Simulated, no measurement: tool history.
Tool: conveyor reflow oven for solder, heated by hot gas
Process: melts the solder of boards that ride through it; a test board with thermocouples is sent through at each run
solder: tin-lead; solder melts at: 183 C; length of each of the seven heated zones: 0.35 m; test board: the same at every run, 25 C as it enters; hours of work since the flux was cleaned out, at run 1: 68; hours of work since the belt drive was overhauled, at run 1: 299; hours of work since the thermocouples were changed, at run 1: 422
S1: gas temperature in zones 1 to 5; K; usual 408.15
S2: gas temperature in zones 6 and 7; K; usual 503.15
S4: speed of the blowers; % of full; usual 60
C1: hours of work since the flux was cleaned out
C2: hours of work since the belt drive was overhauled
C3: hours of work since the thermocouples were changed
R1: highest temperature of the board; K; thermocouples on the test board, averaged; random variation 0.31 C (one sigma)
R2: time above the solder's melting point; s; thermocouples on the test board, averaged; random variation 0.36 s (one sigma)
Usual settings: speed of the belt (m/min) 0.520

{"run": 1, "hour": 0.0, "S1": 408.15, "S2": 503.15, "speed of the belt (m/min)": 0.52, "S4": 60, "C1": 68, "C2": 299, "C3": 422, "R1": 486.95, "R2": 56.6}
{"run": 2, "hour": 11.9, "S1": 408.15, "S2": 503.15, "speed of the belt (m/min)": 0.52, "S4": 60, "C1": 77, "C2": 308, "C3": 431, "R1": 487.05, "R2": 57.2}
{"run": 3, "hour": 20.2, "S1": 408.15, "S2": 503.15, "speed of the belt (m/min)": 0.52, "S4": 60, "C1": 83, "C2": 314, "C3": 437, "R1": 486.95, "R2": 56.0}
{"run": 4, "hour": 28.2, "S1": 408.15, "S2": 503.15, "speed of the belt (m/min)": 0.52, "S4": 60, "C1": 89, "C2": 320, "C3": 443, "R1": 486.75, "R2": 56.2}
{"run": 5, "hour": 33.9, "S1": 408.15, "S2": 503.15, "speed of the belt (m/min)": 0.52, "S4": 60, "C1": 94, "C2": 324, "C3": 448, "R1": 487.05, "R2": 57.2}
{"run": 6, "hour": 40.8, "S1": 408.15, "S2": 503.15, "speed of the belt (m/min)": 0.52, "S4": 60, "C1": 99, "C2": 330, "C3": 453, "R1": 486.95, "R2": 57.0}
{"run": 7, "hour": 51.4, "S1": 408.15, "S2": 503.15, "speed of the belt (m/min)": 0.52, "S4": 60, "C1": 107, "C2": 338, "C3": 461, "R1": 486.85, "R2": 56.7}
{"run": 8, "hour": 63.8, "S1": 408.15, "S2": 503.15, "speed of the belt (m/min)": 0.52, "S4": 60, "C1": 116, "C2": 347, "C3": 470, "R1": 486.85, "R2": 56.9}
{"run": 9, "hour": 75.2, "S1": 408.15, "S2": 503.15, "speed of the belt (m/min)": 0.52, "S4": 60, "C1": 124, "C2": 355, "C3": 478, "R1": 487.35, "R2": 56.5}
{"run": 10, "hour": 83.7, "S1": 408.15, "S2": 503.15, "speed of the belt (m/min)": 0.52, "S4": 72, "C1": 131, "C2": 362, "C3": 485, "R1": 489.55, "R2": 59.9}
{"run": 11, "hour": 91.4, "S1": 408.15, "S2": 503.15, "speed of the belt (m/min)": 0.462, "S4": 60, "C1": 137, "C2": 367, "C3": 490, "R1": 490.45, "R2": 68.3}
{"run": 12, "hour": 102.9, "S1": 408.15, "S2": 503.15, "speed of the belt (m/min)": 0.462, "S4": 60, "C1": 145, "C2": 376, "C3": 499, "R1": 490.65, "R2": 68.1}
{"run": 13, "hour": 114.3, "S1": 408.15, "S2": 503.15, "speed of the belt (m/min)": 0.52, "S4": 60, "C1": 154, "C2": 385, "C3": 508, "R1": 486.95, "R2": 56.6}
{"run": 14, "hour": 126.4, "S1": 408.15, "S2": 503.15, "speed of the belt (m/min)": 0.52, "S4": 60, "C1": 163, "C2": 394, "C3": 517, "R1": 486.95, "R2": 57.1}
{"run": 15, "hour": 136.7, "S1": 408.15, "S2": 503.15, "speed of the belt (m/min)": 0.52, "S4": 60, "C1": 170, "C2": 401, "C3": 524, "R1": 486.75, "R2": 57.2}
{"run": 16, "hour": 143.1, "S1": 408.15, "S2": 503.15, "speed of the belt (m/min)": 0.52, "S4": 60, "C1": 175, "C2": 406, "C3": 529, "R1": 486.95, "R2": 56.8}
{"run": 17, "hour": 152.5, "S1": 421.15, "S2": 503.15, "speed of the belt (m/min)": 0.577, "S4": 60, "C1": 182, "C2": 413, "C3": 536, "R1": 486.55, "R2": 54.6}
{"run": 18, "hour": 159.8, "S1": 420.15, "S2": 498.15, "speed of the belt (m/min)": 0.577, "S4": 53, "C1": 188, "C2": 418, "C3": 542, "R1": 479.95, "R2": 47.1}
{"run": 19, "hour": 171.7, "S1": 422.15, "S2": 498.15, "speed of the belt (m/min)": 0.577, "S4": 79, "C1": 197, "C2": 427, "C3": 551, "R1": 486.65, "R2": 56.1}
{"run": 20, "hour": 182.2, "S1": 407.15, "S2": 504.15, "speed of the belt (m/min)": 0.578, "S4": 74, "C1": 204, "C2": 435, "C3": 558, "R1": 486.85, "R2": 51.1}
{"run": 21, "hour": 194.4, "S1": 408.15, "S2": 502.15, "speed of the belt (m/min)": 0.487, "S4": 71, "C1": 213, "C2": 444, "C3": 567, "R1": 490.05, "R2": 64.7}
{"run": 22, "hour": 206.4, "S1": 411.15, "S2": 515.15, "speed of the belt (m/min)": 0.52, "S4": 60, "C1": 222, "C2": 453, "C3": 576, "R1": 498.25, "R2": 66.4}
{"run": 23, "hour": 217.5, "S1": 397.15, "S2": 495.15, "speed of the belt (m/min)": 0.544, "S4": 64, "C1": 231, "C2": 462, "C3": 585, "R1": 477.85, "R2": 41.7}
{"run": 24, "hour": 227.7, "S1": 408.15, "S2": 499.15, "speed of the belt (m/min)": 0.52, "S4": 66, "C1": 238, "C2": 469, "C3": 592, "R1": 484.75, "R2": 55.5}
{"run": 25, "hour": 234.3, "S1": 408.15, "S2": 499.15, "speed of the belt (m/min)": 0.52, "S4": 66, "C1": 243, "C2": 474, "C3": 597, "R1": 484.85, "R2": 55.3}
{"run": 26, "hour": 246.1, "S1": 408.15, "S2": 499.15, "speed of the belt (m/min)": 0.52, "S4": 66, "C1": 252, "C2": 483, "C3": 606, "R1": 484.55, "R2": 54.9}
{"run": 27, "hour": 254.9, "S1": 411.15, "S2": 495.15, "speed of the belt (m/min)": 0.472, "S4": 66, "C1": 259, "C2": 490, "C3": 613, "R1": 484.15, "R2": 61.7}
{"run": 28, "hour": 265.3, "S1": 395.15, "S2": 495.15, "speed of the belt (m/min)": 0.587, "S4": 52, "C1": 266, "C2": 497, "C3": 620, "R1": 470.85, "R2": 27.0}
{"run": 29, "hour": 272.2, "S1": 408.15, "S2": 503.15, "speed of the belt (m/min)": 0.476, "S4": 60, "C1": 272, "C2": 502, "C3": 626, "R1": 489.65, "R2": 65.0}
{"run": 30, "hour": 282.2, "S1": 395.15, "S2": 496.15, "speed of the belt (m/min)": 0.44, "S4": 60, "C1": 279, "C2": 510, "C3": 633, "R1": 483.85, "R2": 60.4}
{"run": 31, "hour": 289.7, "S1": 408.15, "S2": 515.15, "speed of the belt (m/min)": 0.541, "S4": 60, "C1": 285, "C2": 516, "C3": 639, "R1": 496.15, "R2": 61.1}
{"run": 32, "hour": 294.6, "S1": 403.15, "S2": 515.15, "speed of the belt (m/min)": 0.541, "S4": 72, "C1": 288, "C2": 519, "C3": 642, "R1": 498.25, "R2": 61.9}

3 ways to go on from here, each from the tool as it stands after run 32. What would each give?
{"run": "A", "hour": 306.6, "S1": 403.15, "S2": 515.15, "speed of the belt (m/min)": 0.541, "S4": 86, "C1": 297, "C2": 528, "C3": 651, "R1": "?", "R2": "?"}
{"run": "B", "hour": 306.6, "S1": 407.15, "S2": 503.15, "speed of the belt (m/min)": 0.52, "S4": 60, "C1": 297, "C2": 528, "C3": 651, "R1": "?", "R2": "?"}
{"run": "C", "hour": 306.6, "S1": 412.15, "S2": 507.15, "speed of the belt (m/min)": 0.541, "S4": 90, "C1": 297, "C2": 528, "C3": 651, "R1": "?", "R2": "?"}

run=A R1=500.75 R2=63.1
run=B R1=486.25 R2=55.7
run=C R1=496.45 R2=63.1
Without the tool's hidden state the same runs would have given:
run=A R1=500.85 R2=63.1
run=B R1=486.35 R2=55.7
run=C R1=496.55 R2=63.1
